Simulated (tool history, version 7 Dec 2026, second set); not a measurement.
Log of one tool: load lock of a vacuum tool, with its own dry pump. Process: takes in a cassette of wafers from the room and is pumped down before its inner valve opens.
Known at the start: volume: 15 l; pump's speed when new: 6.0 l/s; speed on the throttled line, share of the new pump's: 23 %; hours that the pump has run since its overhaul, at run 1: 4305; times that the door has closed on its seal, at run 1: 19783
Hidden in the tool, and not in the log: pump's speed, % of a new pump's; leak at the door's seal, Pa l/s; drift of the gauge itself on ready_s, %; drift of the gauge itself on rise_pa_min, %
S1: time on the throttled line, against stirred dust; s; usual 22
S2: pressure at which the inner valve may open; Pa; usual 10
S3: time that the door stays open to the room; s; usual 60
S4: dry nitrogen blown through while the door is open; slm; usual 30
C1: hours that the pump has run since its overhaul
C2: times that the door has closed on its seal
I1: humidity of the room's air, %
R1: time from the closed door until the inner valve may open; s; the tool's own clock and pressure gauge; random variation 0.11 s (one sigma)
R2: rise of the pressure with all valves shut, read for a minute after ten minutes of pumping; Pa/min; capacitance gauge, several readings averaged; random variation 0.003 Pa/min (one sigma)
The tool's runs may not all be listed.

{"run": 1, "day": 0.0, "S1": 22, "S2": 10, "S3": 60, "S4": 30, "C1": 4305, "C2": 19783, "I1": 43, "R1": 40.7, "R2": 0.369}
{"run": 2, "day": 4.304, "S1": 22, "S2": 10, "S3": 60, "S4": 30, "C1": 4408, "C2": 20279, "I1": 43.3, "R1": 40.7, "R2": 0.378}
{"run": 3, "day": 8.179, "S1": 22, "S2": 10, "S3": 60, "S4": 16, "C1": 4501, "C2": 20725, "I1": 45.1, "R1": 40.9, "R2": 0.408}
{"run": 4, "day": 11.529, "S1": 22, "S2": 10, "S3": 60, "S4": 30, "C1": 4581, "C2": 21111, "I1": 47, "R1": 40.7, "R2": 0.418}
{"run": 5, "day": 15.242, "S1": 22, "S2": 10, "S3": 60, "S4": 30, "C1": 4671, "C2": 21539, "I1": 46, "R1": 40.7, "R2": 0.423}
{"run": 6, "day": 19.504, "S1": 22, "S2": 10, "S3": 60, "S4": 30, "C1": 4773, "C2": 22030, "I1": 42, "R1": 40.7, "R2": 0.445}
{"run": 7, "day": 23.996, "S1": 22, "S2": 10, "S3": 60, "S4": 30, "C1": 4881, "C2": 22548, "I1": 48.6, "R1": 40.7, "R2": 0.46}
{"run": 8, "day": 28.167, "S1": 22, "S2": 10, "S3": 60, "S4": 30, "C1": 4981, "C2": 23029, "I1": 45.3, "R1": 40.8, "R2": 0.477}
{"day": 31.825, "done": "door's seal changed, seat wiped"}
{"run": 9, "day": 33.921, "S1": 22, "S2": 10, "S3": 60, "S4": 30, "C1": 5117, "C2": 241, "I1": 46.1, "R1": 40.7, "R2": 0.044}
{"run": 10, "day": 37.942, "S1": 22, "S2": 10, "S3": 60, "S4": 30, "C1": 5214, "C2": 705, "I1": 45.9, "R1": 40.8, "R2": 0.047}
{"run": 11, "day": 40.967, "S1": 22, "S2": 10, "S3": 60, "S4": 30, "C1": 5287, "C2": 1053, "I1": 44.4, "R1": 40.8, "R2": 0.051}
{"run": 12, "day": 46.071, "S1": 22, "S2": 10, "S3": 60, "S4": 30, "C1": 5409, "C2": 1641, "I1": 46.8, "R1": 40.7, "R2": 0.049}
{"run": 13, "day": 51.296, "S1": 22, "S2": 10, "S3": 60, "S4": 30, "C1": 5534, "C2": 2243, "I1": 44.4, "R1": 40.9, "R2": 0.055}
{"run": 14, "day": 54.629, "S1": 22, "S2": 10, "S3": 60, "S4": 30, "C1": 5614, "C2": 2628, "I1": 45, "R1": 40.8, "R2": 0.056}
{"run": 15, "day": 57.35, "S1": 22, "S2": 10, "S3": 217, "S4": 30, "C1": 5680, "C2": 2941, "I1": 45.5, "R1": 41.1, "R2": 0.091}
{"run": 16, "day": 62.046, "S1": 22, "S2": 10, "S3": 217, "S4": 30, "C1": 5792, "C2": 3482, "I1": 43.4, "R1": 40.9, "R2": 0.092}
{"run": 17, "day": 65.85, "S1": 22, "S2": 10, "S3": 90, "S4": 30, "C1": 5884, "C2": 3920, "I1": 45.9, "R1": 40.7, "R2": 0.083}
{"run": 18, "day": 70.221, "S1": 22, "S2": 13, "S3": 90, "S4": 30, "C1": 5989, "C2": 4424, "I1": 42.3, "R1": 40.2, "R2": 0.088}
{"run": 19, "day": 74.533, "S1": 41, "S2": 10, "S3": 68, "S4": 30, "C1": 6092, "C2": 4921, "I1": 47.1, "R1": 55.4, "R2": 0.092}
{"run": 20, "day": 80.05, "S1": 34, "S2": 19, "S3": 68, "S4": 5, "C1": 6224, "C2": 5556, "I1": 43.8, "R1": 48.4, "R2": 0.14}
{"run": 21, "day": 85.004, "S1": 22, "S2": 14, "S3": 60, "S4": 30, "C1": 6343, "C2": 6127, "I1": 44.9, "R1": 39.9, "R2": 0.106}
{"run": 22, "day": 87.833, "S1": 22, "S2": 14, "S3": 50, "S4": 30, "C1": 6411, "C2": 6453, "I1": 46.1, "R1": 39.9, "R2": 0.106}
{"run": 23, "day": 92.038, "S1": 38, "S2": 10, "S3": 32, "S4": 16, "C1": 6512, "C2": 6938, "I1": 47.8, "R1": 53.3, "R2": 0.113}
{"run": 24, "day": 96.533, "S1": 38, "S2": 10, "S3": 32, "S4": 16, "C1": 6620, "C2": 7456, "I1": 44.7, "R1": 52.9, "R2": 0.121}
{"run": 25, "day": 101.029, "S1": 22, "S2": 18, "S3": 63, "S4": 30, "C1": 6728, "C2": 7974, "I1": 46.6, "R1": 39.3, "R2": 0.123}
{"run": 26, "day": 103.633, "S1": 12, "S2": 10, "S3": 60, "S4": 30, "C1": 6790, "C2": 8274, "I1": 44.1, "R1": 33.3, "R2": 0.125}
{"run": 27, "day": 107.896, "S1": 12, "S2": 10, "S3": 60, "S4": 30, "C1": 6893, "C2": 8765, "I1": 40.8, "R1": 33.5, "R2": 0.13}
{"run": 28, "day": 112.992, "S1": 15, "S2": 7, "S3": 87, "S4": 15, "C1": 7015, "C2": 9352, "I1": 42, "R1": 36.6, "R2": 0.165}
{"run": 29, "day": 118.575, "S1": 13, "S2": 8, "S3": 60, "S4": 8, "C1": 7149, "C2": 9995, "I1": 47.1, "R1": 34.7, "R2": 0.191}

The next listed run, before its measurement:
{"run": 30, "day": 122.212, "S1": 18, "S2": 8, "S3": 156, "S4": 34, "C1": 7236, "C2": 10414, "I1": 44.1, "R1": "?", "R2": "?"}

Run 30 gave R1 38.5 s, R2 0.174 Pa/min.
Without the tool's hidden state the same run would have given R1 37.7 s, R2 0.05 Pa/min.
